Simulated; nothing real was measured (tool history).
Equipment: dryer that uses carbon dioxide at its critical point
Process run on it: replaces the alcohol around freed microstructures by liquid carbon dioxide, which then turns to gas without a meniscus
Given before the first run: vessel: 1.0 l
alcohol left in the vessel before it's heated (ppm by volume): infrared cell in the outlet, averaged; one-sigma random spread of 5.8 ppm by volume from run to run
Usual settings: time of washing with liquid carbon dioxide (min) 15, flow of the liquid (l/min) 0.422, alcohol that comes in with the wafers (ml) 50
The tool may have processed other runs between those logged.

| run | day | time of washing with liquid carbon dioxide (min) | flow of the liquid (l/min) | alcohol that comes in with the wafers (ml) | alcohol left in the vessel before it's heated (ppm by volume) |
|---|---|---|---|---|---|
| 1 | 0 | 15 | 0.422 | 50 | 341 |
| 2 | 0.571 | 15 | 0.422 | 50 | 340 |
| 3 | 1.425 | 15 | 0.422 | 100 | 668 |
| 4 | 1.996 | 15 | 0.375 | 100 | 1222 |
| 5 | 2.496 | 15 | 0.375 | 100 | 1246 |
| 6 | 3.483 | 15 | 0.422 | 48 | 373 |
| 7 | 4.121 | 15 | 0.422 | 38 | 326 |
| 8 | 5.196 | 15 | 0.422 | 38 | 346 |
| 9 | 6.038 | 15 | 0.422 | 38 | 376 |
| 10 | 6.633 | 11 | 0.564 | 39 | 417 |
| 11 | 7.342 | 11 | 0.564 | 39 | 431 |
| 12 | 8.375 | 22 | 0.422 | 49 | 97 |
| 13 | 9.158 | 10 | 0.422 | 49 | 2363 |
| 14 | 9.762 | 12 | 0.422 | 49 | 1334 |
|  | 10.475 | inlet filter changed |
| 15 | 10.812 | 15 | 0.34 | 28 | 370 |

Some steps in alcohol left in the vessel before it's heated (ppm by volume) between neighbouring runs. How much of each would the tool show without its hidden state too (settings, what came in, random variation), and how much is left for the hidden state, with any gauge scatter that isn't in both results?
Unlogged tool condition in this case: flow that reaches the vessel past the clogged filter, %; alcohol in the recycled carbon dioxide, ppm; drift of the gauge itself on alcohol_ppm, %.
Run 12 -> 13: time of washing with liquid carbon dioxide (min) 22 -> 10. alcohol left in the vessel before it's heated (ppm by volume) +2266: hidden state +1061, all else +1205.

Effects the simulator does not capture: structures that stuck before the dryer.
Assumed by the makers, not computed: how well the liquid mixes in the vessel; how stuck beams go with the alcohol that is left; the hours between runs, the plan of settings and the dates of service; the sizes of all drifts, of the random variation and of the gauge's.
